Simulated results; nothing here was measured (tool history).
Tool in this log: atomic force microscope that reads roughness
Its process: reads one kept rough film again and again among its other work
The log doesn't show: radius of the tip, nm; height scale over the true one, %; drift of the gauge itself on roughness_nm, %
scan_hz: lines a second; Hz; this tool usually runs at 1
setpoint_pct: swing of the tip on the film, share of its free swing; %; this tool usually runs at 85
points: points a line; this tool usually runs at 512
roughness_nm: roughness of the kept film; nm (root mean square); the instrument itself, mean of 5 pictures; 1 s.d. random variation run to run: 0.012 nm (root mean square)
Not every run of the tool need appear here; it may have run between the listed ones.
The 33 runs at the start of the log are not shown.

run	day	scan_hz	setpoint_pct	points	pictures with this tip	hours of work since the height scale was calibrated	roughness_nm
# day 76.596: new tip fitted
34	77.304	3.21	71	689	33	142	2.383
35	79.446	0.9	71	461	134	178	2.323
# day 81.988: new tip fitted
36	82.054	0.68	85	580	3	221	2.781
37	85.121	1	85	708	147	273	2.23
# day 86.112: height scale calibrated on a step standard, once more
# day 87.325: new tip fitted
38	87.325	0.5	85	682	0	20	2.906
39	89.629	0.55	67	381	108	58	2.585
40	90.95	1	85	297	170	81	2.182
# day 92.55: new tip fitted
41	93.246	1	85	723	33	119	2.647
42	96.375	1	59	512	180	171	2.386
# day 97.808: new tip fitted
43	98.483	1.38	90	512	32	206	2.428
44	100.012	2.02	85	401	103	231	2.137
45	102.1	1	89	584	201	266	2.052
# day 103.046: new tip fitted
46	104.579	2.87	76	843	71	308	2.347
47	107.592	2.87	76	843	213	358	2.003
# day 108.417: new tip fitted
48	109.183	2.67	71	512	36	384	2.57
49	110.496	0.62	72	512	98	406	2.572
50	113.15	0.62	72	512	222	451	2.242
# day 113.838: new tip fitted
51	115	1	64	512	54	481	2.72

Here are 3 independent what-if runs from the current tool condition. What would each one return?
A	117.029	1	85	388	149	515	?
B	117.029	2.66	85	292	149	515	?
C	117.029	0.77	89	543	149	515	?

run	roughness_nm
A	2.256
B	1.924
C	2.304
With no hidden state in the tool, these same runs would have given:
run	roughness_nm
A	2.745
B	2.34
C	2.803

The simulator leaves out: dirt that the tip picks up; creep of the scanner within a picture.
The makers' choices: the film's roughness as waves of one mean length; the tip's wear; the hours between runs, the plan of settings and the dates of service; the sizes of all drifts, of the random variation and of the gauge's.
